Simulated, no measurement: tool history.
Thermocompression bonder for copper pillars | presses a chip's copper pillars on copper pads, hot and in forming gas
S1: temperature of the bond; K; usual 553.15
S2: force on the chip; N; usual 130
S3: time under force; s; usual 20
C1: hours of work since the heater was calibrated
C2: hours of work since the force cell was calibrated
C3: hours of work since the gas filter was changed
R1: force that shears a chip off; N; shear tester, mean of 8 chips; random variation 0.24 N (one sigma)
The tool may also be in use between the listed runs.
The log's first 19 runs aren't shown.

| run | day | S1 | S2 | S3 | C1 | C2 | C3 | R1 |
|---|---|---|---|---|---|---|---|---|
| 20 | 7.933 | 541.15 | 123 | 29 | 33 | 44 | 84 | 45.4 |
| 21 | 8.254 | 571.15 | 134 | 12 | 37 | 49 | 89 | 45.8 |
| 22 | 8.546 | 574.15 | 101 | 11 | 42 | 53 | 93 | 38.6 |
| 23 | 9.004 | 539.15 | 130 | 11 | 48 | 60 | 100 | 30.9 |
| 24 | 9.525 | 539.15 | 155 | 11 | 56 | 68 | 108 | 34.7 |
| 25 | 10.033 | 539.15 | 155 | 24 | 64 | 75 | 115 | 47.1 |
| 26 | 10.354 | 553.15 | 114 | 11 | 68 | 80 | 120 | 33.7 |
| 27 | 10.633 | 528.15 | 130 | 16 | 73 | 84 | 124 | 31.9 |
| 28 | 11.092 | 528.15 | 130 | 16 | 79 | 91 | 131 | 32.4 |
| 29 | 11.504 | 529.15 | 121 | 51 | 86 | 97 | 137 | 48.6 |
| 30 | 11.733 | 536.15 | 169 | 20 | 89 | 100 | 140 | 44.6 |
| 31 | 12.275 | 553.15 | 79 | 33 | 97 | 108 | 148 | 41.8 |
| 32 | 12.721 | 553.15 | 134 | 19 | 103 | 115 | 155 | 44.9 |

3 ways to go on from here, each from the tool as it stands after run 32. What would each give?
| A | 13.217 | 553.15 | 100 | 19 | 111 | 122 | 162 | ? |
| B | 13.217 | 533.15 | 135 | 34 | 111 | 122 | 162 | ? |
| C | 13.217 | 553.15 | 150 | 12 | 111 | 122 | 162 | ? |

| run | R1 |
|---|---|
| A | 38.4 |
| B | 46.0 |
| C | 40.5 |
Without the tool's hidden state the same runs would have given:
| run | R1 |
|---|---|
| A | 40.7 |
| B | 48.8 |
| C | 42.9 |
